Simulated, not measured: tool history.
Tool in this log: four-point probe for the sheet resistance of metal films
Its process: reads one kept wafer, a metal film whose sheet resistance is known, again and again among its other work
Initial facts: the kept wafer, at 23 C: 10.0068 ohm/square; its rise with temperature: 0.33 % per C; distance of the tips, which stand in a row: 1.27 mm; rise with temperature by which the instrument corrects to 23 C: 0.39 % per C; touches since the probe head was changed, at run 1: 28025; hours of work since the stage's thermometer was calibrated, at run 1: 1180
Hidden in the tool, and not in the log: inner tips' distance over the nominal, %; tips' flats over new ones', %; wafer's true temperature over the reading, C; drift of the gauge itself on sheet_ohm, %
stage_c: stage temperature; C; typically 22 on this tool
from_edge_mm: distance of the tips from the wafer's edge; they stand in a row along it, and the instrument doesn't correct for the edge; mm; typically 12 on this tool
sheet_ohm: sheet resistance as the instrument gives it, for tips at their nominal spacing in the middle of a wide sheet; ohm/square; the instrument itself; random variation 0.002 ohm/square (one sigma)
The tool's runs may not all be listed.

run   hour  stage_c  from_edge_mm  touches since the probe head was changed  hours of work since the stage's thermometer was calibrated  sheet_ohm
  1    0.0       22            12                                     28025                                                        1180  10.118557
  2   12.5       22            12                                     28540                                                        1188  10.116569
  3   28.6       22            12                                     29207                                                        1197  10.117298
  4   39.2       22            12                                     29645                                                        1203  10.120965
  5   58.0       22            12                                     30421                                                        1214  10.120999
  6   73.2       22             7                                     31050                                                        1222  10.231525
  7   87.8       22             7                                     31653                                                        1231  10.231884
  8  105.5       22            12                                     32381                                                        1241  10.116219
  9  114.4       34            12                                     32748                                                        1246  10.048894
 10  130.6       34            12                                     33418                                                        1255  10.051566
 11  140.2       34            12                                     33816                                                        1261  10.055069
 12  161.5       22            32                                     34696                                                        1273  10.066459
 13  182.7       31            12                                     35570                                                        1285  10.067356
 14  193.5       31            12                                     36017                                                        1291  10.061472
 15  206.5       31            12                                     36552                                                        1299  10.066015
 16  218.5       22            12                                     37049                                                        1306  10.113983
 17  238.4       22            12                                     37872                                                        1317  10.117399
 18  257.9       22            12                                     38676                                                        1328  10.113143
 19  274.6       22            11                                     39365                                                        1338  10.128339
 20  291.0       22            19                                     40044                                                        1347  10.081705
 21  306.7       22            19                                     40693                                                        1356  10.078352
 22  324.1       22            19                                     41410                                                        1366  10.077534
 23  335.2       22            19                                     41869                                                        1372  10.080848
 24  351.9       22            19                                     42559                                                        1382  10.080194
 25  373.3       19            12                                     43442                                                        1394  10.132791
 26  393.6       26            25                                     44280                                                        1406  10.048658
 27  403.0       23            12                                     44667                                                        1411  10.107404
 28  418.5       23            12                                     45308                                                        1420  10.105353
 29  429.0       22             4                                     45742                                                        1426  10.566917
 30  439.6       20            34                                     46179                                                        1432  10.070553
 31  459.6       23            16                                     47005                                                        1444  10.082812
 32  478.2       29            17                                     47772                                                        1454  10.039983
 33  489.6       24            15                                     48246                                                        1461  10.080199
 34  502.7       34            45                                     48783                                                        1468   9.990204
 35  515.1       34            27                                     49297                                                        1475   9.994831
 36  534.5       24            66                                     50099                                                        1487  10.042245
 37  547.9       21            70                                     50651                                                        1494  10.062887
 38  560.7       21            70                                     51181                                                        1502  10.056163
 39  573.4       32             6                                     51704                                                        1509  10.229693
 40  584.5       33             5                                     52163                                                        1515  10.322724
 41  596.4       30            18                                     52656                                                        1522  10.034690
 42  616.9       24             7                                     53499                                                        1534  10.215535
 43  631.1       24             7                                     54086                                                        1542  10.212441

Branching from run 43: 3 alternative next runs. What would each branch give?
  A  644.1       21             3                                     54624                                                        1549          ?
  B  644.1       22             7                                     54624                                                        1549          ?
  C  644.1       24             8                                     54624                                                        1549          ?

run  sheet_ohm
  A  10.930392
  B  10.226165
  C  10.176218
The same runs, with their run-to-run variation unchanged, on a tool lacking any hidden condition would have given:
run  sheet_ohm
  A  10.891302
  B  10.189550
  C  10.139901

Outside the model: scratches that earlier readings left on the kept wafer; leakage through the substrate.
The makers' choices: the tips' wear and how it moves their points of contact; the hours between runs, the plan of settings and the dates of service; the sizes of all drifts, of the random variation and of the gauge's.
